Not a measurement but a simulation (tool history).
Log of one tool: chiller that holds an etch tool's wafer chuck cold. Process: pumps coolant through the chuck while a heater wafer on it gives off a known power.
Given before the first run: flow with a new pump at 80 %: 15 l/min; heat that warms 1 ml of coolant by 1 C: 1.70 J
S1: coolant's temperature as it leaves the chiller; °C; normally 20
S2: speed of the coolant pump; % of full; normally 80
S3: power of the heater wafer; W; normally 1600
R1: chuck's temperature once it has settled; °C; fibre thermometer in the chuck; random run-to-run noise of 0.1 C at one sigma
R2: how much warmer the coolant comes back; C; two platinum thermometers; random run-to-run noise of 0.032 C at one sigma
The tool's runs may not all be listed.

run	hour	S1	S2	S3	R1	R2
1	0	20	80	1600	30.9	3.78
2	44.8	20	80	1600	30.7	3.75
3	123.6	20	80	1600	30.9	3.78
4	210.1	20	80	1600	30.7	3.73
5	267.8	20	80	1855	32.5	4.3
6	338.7	20	80	1855	32.6	4.34
7	379.2	20	80	1855	32.5	4.38
8	428.7	20	80	1600	30.7	3.74
9	492.9	20	80	1037	26.9	2.45
10	556.3	20	80	1037	27	2.44
11	624.6	20	80	1005	26.8	2.36
12	674.3	20	88	1005	26.5	2.14
13	731	20	88	1005	26.2	2.15

Forecast run 14:
14	775.2	20	80	2315	?	?

Run 14 measured R1 35.5 °C, R2 5.45 C.
With no hidden state in the tool, this same run would have given R1 35.5 °C, R2 5.45 C.
